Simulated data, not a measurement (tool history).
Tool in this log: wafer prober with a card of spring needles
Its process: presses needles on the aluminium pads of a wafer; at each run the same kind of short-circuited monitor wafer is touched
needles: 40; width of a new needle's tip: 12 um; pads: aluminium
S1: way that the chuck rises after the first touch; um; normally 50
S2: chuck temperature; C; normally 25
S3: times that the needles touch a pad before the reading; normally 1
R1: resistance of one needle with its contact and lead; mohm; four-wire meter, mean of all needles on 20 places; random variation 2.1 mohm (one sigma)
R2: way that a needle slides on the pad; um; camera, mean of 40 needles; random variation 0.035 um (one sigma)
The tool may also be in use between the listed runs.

Run 1, day 0.000: usual settings. Result: R1 432 mohm, R2 12.38 um.
At day 0.104: tips cleaned on abrasive film.
Run 2, day 0.575: usual settings. Result: R1 399 mohm, R2 12.35 um.
At day 0.892: tips cleaned on abrasive film.
At day 1.067: height of the first contact set anew.
Run 3, day 1.462: usual settings. Result: R1 398 mohm, R2 12.85 um.
At day 1.646: tips cleaned on abrasive film.
At day 2.408: tips cleaned on abrasive film.
Run 4, day 2.550: usual settings. Result: R1 300 mohm, R2 12.81 um.
At day 3.171: tips cleaned on abrasive film.
Run 5, day 3.429: usual settings. Result: R1 348 mohm, R2 12.81 um.
At day 3.962: tips cleaned on abrasive film.
Run 6, day 4.538: usual settings but S3 3. Result: R1 294 mohm, R2 12.73 um.
At day 4.750: tips cleaned on abrasive film.
At day 5.546: tips cleaned on abrasive film.
Run 7, day 5.650: usual settings. Result: R1 291 mohm, R2 12.75 um.
Run 8, day 6.183: usual settings. Result: R1 424 mohm, R2 12.78 um.
At day 6.300: tips cleaned on abrasive film.
Run 9, day 6.771: usual settings but S2 92 C. Result: R1 391 mohm, R2 12.68 um.
At day 7.067: tips cleaned on abrasive film.
Run 10, day 7.250: usual settings but S2 92 C. Result: R1 330 mohm, R2 12.68 um.
At day 7.842: tips cleaned on abrasive film.
Run 11, day 8.050: usual settings but S2 92 C. Result: R1 338 mohm, R2 12.65 um.
At day 8.579: tips cleaned on abrasive film.
Run 12, day 8.600: usual settings but S1 32 um, S2 97 C. Result: R1 313 mohm, R2 8.03 um.
Run 13, day 9.242: usual settings but S1 33 um, S2 97 C. Result: R1 649 mohm, R2 8.25 um.
At day 9.346: tips cleaned on abrasive film.
Run 14, day 10.042: usual settings but S1 33 um, S2 97 C. Result: R1 682 mohm, R2 8.24 um.
At day 10.121: tips cleaned on abrasive film.
Run 15, day 10.567: usual settings but S1 33 um, S2 97 C. Result: R1 610 mohm, R2 8.20 um.

5 ways to go on from here, each from the tool as it stands after run 15. What would each give?
At day 10.912: tips cleaned on abrasive film.
Run A, day 11.125: usual settings but S2 37 C. Result: R1 ?, R2 ?.
At day 10.912: tips cleaned on abrasive film.
Run B, day 11.125: usual settings but S1 33 um, S2 111 C. Result: R1 ?, R2 ?.
At day 10.912: tips cleaned on abrasive film.
Run C, day 11.125: usual settings but S1 66 um, S2 120 C. Result: R1 ?, R2 ?.
At day 10.912: tips cleaned on abrasive film.
Run D, day 11.125: usual settings but S1 42 um, S2 97 C. Result: R1 ?, R2 ?.
At day 10.912: tips cleaned on abrasive film.
Run E, day 11.125: usual settings but S1 49 um, S2 97 C. Result: R1 ?, R2 ?.

run   R1     R2
  A  338  12.57
  B  480   8.21
  C  305  16.75
  D  386  10.54
  E  352  12.30
With no hidden state in the tool, these same runs would have given:
run   R1     R2
  A  227  12.87
  B  261   8.51
  C  246  17.05
  D  246  10.84
  E  246  12.60
